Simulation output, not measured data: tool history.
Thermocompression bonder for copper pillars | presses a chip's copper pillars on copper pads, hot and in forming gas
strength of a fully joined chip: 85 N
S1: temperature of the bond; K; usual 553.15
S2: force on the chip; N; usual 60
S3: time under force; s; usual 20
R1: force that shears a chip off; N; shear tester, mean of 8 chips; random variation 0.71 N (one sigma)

| run | hour | S1 | S2 | S3 | R1 |
|---|---|---|---|---|---|
| 1 | 0.0 | 553.15 | 60 | 20 | 47.5 |
| 2 | 41.6 | 553.15 | 38 | 20 | 33.4 |
| 3 | 79.0 | 544.15 | 38 | 20 | 29.1 |
| 4 | 114.2 | 564.15 | 60 | 20 | 50.4 |
| 5 | 147.5 | 553.15 | 60 | 20 | 45.2 |
| 6 | 188.4 | 553.15 | 60 | 20 | 45.1 |
| 7 | 214.0 | 553.15 | 60 | 20 | 43.5 |
| 8 | 256.3 | 553.15 | 60 | 20 | 43.8 |
| 9 | 283.1 | 553.15 | 60 | 20 | 45.3 |
| 10 | 303.5 | 553.15 | 60 | 20 | 44.9 |
| 11 | 343.3 | 553.15 | 60 | 20 | 43.7 |
| 12 | 378.2 | 553.15 | 60 | 20 | 43.7 |
| 13 | 411.1 | 553.15 | 38 | 20 | 29.6 |
| 14 | 456.7 | 553.15 | 38 | 20 | 28.5 |
| 15 | 499.5 | 539.15 | 70 | 48 | 52.9 |
|  | 504.8 | forming gas filter changed |
| 16 | 549.4 | 539.15 | 70 | 25 | 49.9 |
| 17 | 574.4 | 539.15 | 70 | 25 | 50.2 |
| 18 | 618.2 | 556.15 | 68 | 52 | 66.0 |
| 19 | 657.2 | 577.15 | 60 | 17 | 52.2 |
| 20 | 678.3 | 577.15 | 60 | 17 | 52.1 |
| 21 | 725.7 | 577.15 | 60 | 40 | 63.5 |

Hidden state or all else? Some run-to-run changes of R1, split into what the settings, what came in and random variation would give without the hidden state, and what is left for the hidden state (with any gauge scatter that isn't in both results):
The hidden state here: true temperature of the bond over the reading, C; force that reaches the chip, % of what is set; oxide that the forming gas leaves, % of the face; drift of the gauge itself on shear_n, %.
Run 3 -> 4: S1 544.15 -> 564.15, S2 38 -> 60. R1 +21.3 N: hidden state -1.7, all else +23.0.
Run 14 -> 15: S1 553.15 -> 539.15, S2 38 -> 70, S3 20 -> 48. R1 +24.4 N: hidden state -3.9, all else +28.3.
Run 15 -> 16: S3 48 -> 25, forming gas filter changed. R1 -3.0 N: hidden state +5.8, all else -8.8.
